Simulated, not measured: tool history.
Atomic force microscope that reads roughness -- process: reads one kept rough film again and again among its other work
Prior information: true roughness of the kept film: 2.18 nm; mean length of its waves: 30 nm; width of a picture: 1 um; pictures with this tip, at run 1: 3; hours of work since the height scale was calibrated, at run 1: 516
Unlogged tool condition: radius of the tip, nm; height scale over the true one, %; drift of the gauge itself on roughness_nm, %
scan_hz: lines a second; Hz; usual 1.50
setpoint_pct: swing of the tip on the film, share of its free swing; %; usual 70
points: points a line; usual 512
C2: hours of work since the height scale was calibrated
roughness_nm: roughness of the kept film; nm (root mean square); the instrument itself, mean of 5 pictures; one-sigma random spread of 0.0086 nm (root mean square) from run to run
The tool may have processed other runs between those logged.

{"run": 1, "day": 0.0, "scan_hz": 1.5, "setpoint_pct": 70, "points": 512, "pictures with this tip": 3, "C2": 516, "roughness_nm": 1.907}
{"run": 2, "day": 3.15, "scan_hz": 1.5, "setpoint_pct": 70, "points": 512, "pictures with this tip": 106, "C2": 550, "roughness_nm": 1.727}
{"run": 3, "day": 5.571, "scan_hz": 1.5, "setpoint_pct": 84, "points": 512, "pictures with this tip": 186, "C2": 577, "roughness_nm": 1.538}
{"day": 7.188, "done": "new tip fitted"}
{"run": 4, "day": 8.488, "scan_hz": 1.5, "setpoint_pct": 84, "points": 512, "pictures with this tip": 43, "C2": 608, "roughness_nm": 1.762}
{"run": 5, "day": 11.254, "scan_hz": 1.5, "setpoint_pct": 84, "points": 512, "pictures with this tip": 134, "C2": 638, "roughness_nm": 1.613}
{"run": 6, "day": 14.192, "scan_hz": 1.5, "setpoint_pct": 84, "points": 512, "pictures with this tip": 230, "C2": 670, "roughness_nm": 1.496}
{"day": 14.525, "done": "new tip fitted"}
{"run": 7, "day": 16.5, "scan_hz": 1.5, "setpoint_pct": 70, "points": 305, "pictures with this tip": 65, "C2": 694, "roughness_nm": 1.763}
{"run": 8, "day": 18.875, "scan_hz": 1.5, "setpoint_pct": 70, "points": 305, "pictures with this tip": 143, "C2": 720, "roughness_nm": 1.651}
{"run": 9, "day": 21.246, "scan_hz": 1.5, "setpoint_pct": 70, "points": 512, "pictures with this tip": 221, "C2": 746, "roughness_nm": 1.546}
{"day": 21.788, "done": "new tip fitted"}
{"run": 10, "day": 24.475, "scan_hz": 1.5, "setpoint_pct": 70, "points": 512, "pictures with this tip": 88, "C2": 781, "roughness_nm": 1.764}
{"run": 11, "day": 27.788, "scan_hz": 1.5, "setpoint_pct": 70, "points": 512, "pictures with this tip": 197, "C2": 816, "roughness_nm": 1.602}
{"day": 29.188, "done": "new tip fitted"}
{"run": 12, "day": 30.221, "scan_hz": 0.74, "setpoint_pct": 70, "points": 512, "pictures with this tip": 34, "C2": 843, "roughness_nm": 1.867}
{"day": 30.55, "done": "height scale calibrated on a step standard"}
{"run": 13, "day": 33.696, "scan_hz": 0.5, "setpoint_pct": 70, "points": 512, "pictures with this tip": 147, "C2": 34, "roughness_nm": 1.698}
{"run": 14, "day": 36.225, "scan_hz": 0.5, "setpoint_pct": 70, "points": 512, "pictures with this tip": 230, "C2": 61, "roughness_nm": 1.578}
{"day": 36.496, "done": "new tip fitted"}
{"day": 37.004, "done": "height scale calibrated on a step standard, once more"}
{"run": 15, "day": 39.404, "scan_hz": 0.5, "setpoint_pct": 70, "points": 752, "pictures with this tip": 94, "C2": 26, "roughness_nm": 1.793}
{"run": 16, "day": 42.083, "scan_hz": 0.5, "setpoint_pct": 70, "points": 752, "pictures with this tip": 182, "C2": 55, "roughness_nm": 1.653}
{"day": 43.792, "done": "new tip fitted"}
{"run": 17, "day": 44.35, "scan_hz": 1.5, "setpoint_pct": 64, "points": 510, "pictures with this tip": 18, "C2": 79, "roughness_nm": 1.885}
{"run": 18, "day": 46.954, "scan_hz": 1.5, "setpoint_pct": 64, "points": 510, "pictures with this tip": 104, "C2": 107, "roughness_nm": 1.711}
{"run": 19, "day": 49.108, "scan_hz": 2.86, "setpoint_pct": 73, "points": 337, "pictures with this tip": 174, "C2": 131, "roughness_nm": 1.524}
{"day": 51.15, "done": "new tip fitted"}
{"run": 20, "day": 51.321, "scan_hz": 2.86, "setpoint_pct": 59, "points": 337, "pictures with this tip": 5, "C2": 155, "roughness_nm": 1.921}
{"run": 21, "day": 53.812, "scan_hz": 3.14, "setpoint_pct": 83, "points": 519, "pictures with this tip": 87, "C2": 182, "roughness_nm": 1.596}
{"run": 22, "day": 56.742, "scan_hz": 3.14, "setpoint_pct": 61, "points": 271, "pictures with this tip": 184, "C2": 213, "roughness_nm": 1.577}
{"day": 58.442, "done": "new tip fitted"}
{"run": 23, "day": 58.562, "scan_hz": 1.18, "setpoint_pct": 68, "points": 938, "pictures with this tip": 4, "C2": 233, "roughness_nm": 1.925}
{"run": 24, "day": 61.625, "scan_hz": 1.18, "setpoint_pct": 68, "points": 938, "pictures with this tip": 104, "C2": 266, "roughness_nm": 1.739}
{"run": 25, "day": 63.321, "scan_hz": 0.88, "setpoint_pct": 75, "points": 938, "pictures with this tip": 160, "C2": 284, "roughness_nm": 1.66}
{"day": 65.746, "done": "new tip fitted"}
{"run": 26, "day": 66.067, "scan_hz": 2.67, "setpoint_pct": 64, "points": 599, "pictures with this tip": 11, "C2": 314, "roughness_nm": 1.888}
{"run": 27, "day": 67.825, "scan_hz": 2.67, "setpoint_pct": 64, "points": 599, "pictures with this tip": 68, "C2": 333, "roughness_nm": 1.773}
{"run": 28, "day": 70.0, "scan_hz": 2.67, "setpoint_pct": 64, "points": 599, "pictures with this tip": 140, "C2": 356, "roughness_nm": 1.67}
{"run": 29, "day": 72.883, "scan_hz": 1.05, "setpoint_pct": 84, "points": 304, "pictures with this tip": 234, "C2": 387, "roughness_nm": 1.512}
{"day": 73.05, "done": "new tip fitted"}
{"run": 30, "day": 75.588, "scan_hz": 1.5, "setpoint_pct": 77, "points": 621, "pictures with this tip": 84, "C2": 417, "roughness_nm": 1.754}
{"run": 31, "day": 77.138, "scan_hz": 0.6, "setpoint_pct": 66, "points": 930, "pictures with this tip": 135, "C2": 433, "roughness_nm": 1.737}
{"run": 32, "day": 79.758, "scan_hz": 0.6, "setpoint_pct": 66, "points": 930, "pictures with this tip": 221, "C2": 462, "roughness_nm": 1.593}

Alternative continuations, all from the tool just after run 32; predict every row:
{"day": 80.238, "done": "new tip fitted"}
{"run": "A", "day": 81.604, "scan_hz": 2.87, "setpoint_pct": 59, "points": 930, "pictures with this tip": 45, "C2": 481, "roughness_nm": "?"}
{"day": 80.238, "done": "new tip fitted"}
{"run": "B", "day": 81.604, "scan_hz": 0.6, "setpoint_pct": 66, "points": 297, "pictures with this tip": 45, "C2": 481, "roughness_nm": "?"}
{"day": 80.238, "done": "new tip fitted"}
{"run": "C", "day": 81.604, "scan_hz": 1.69, "setpoint_pct": 62, "points": 512, "pictures with this tip": 45, "C2": 481, "roughness_nm": "?"}
{"day": 80.238, "done": "new tip fitted"}
{"run": "D", "day": 81.604, "scan_hz": 1.92, "setpoint_pct": 79, "points": 272, "pictures with this tip": 45, "C2": 481, "roughness_nm": "?"}
{"day": 80.238, "done": "new tip fitted"}
{"run": "E", "day": 81.604, "scan_hz": 1.76, "setpoint_pct": 84, "points": 432, "pictures with this tip": 45, "C2": 481, "roughness_nm": "?"}

run=A roughness_nm=1.835
run=B roughness_nm=1.849
run=C roughness_nm=1.848
run=D roughness_nm=1.745
run=E roughness_nm=1.732
Without the tool's unlogged condition, the same runs would have read:
run=A roughness_nm=1.928
run=B roughness_nm=1.942
run=C roughness_nm=1.941
run=D roughness_nm=1.833
run=E roughness_nm=1.820
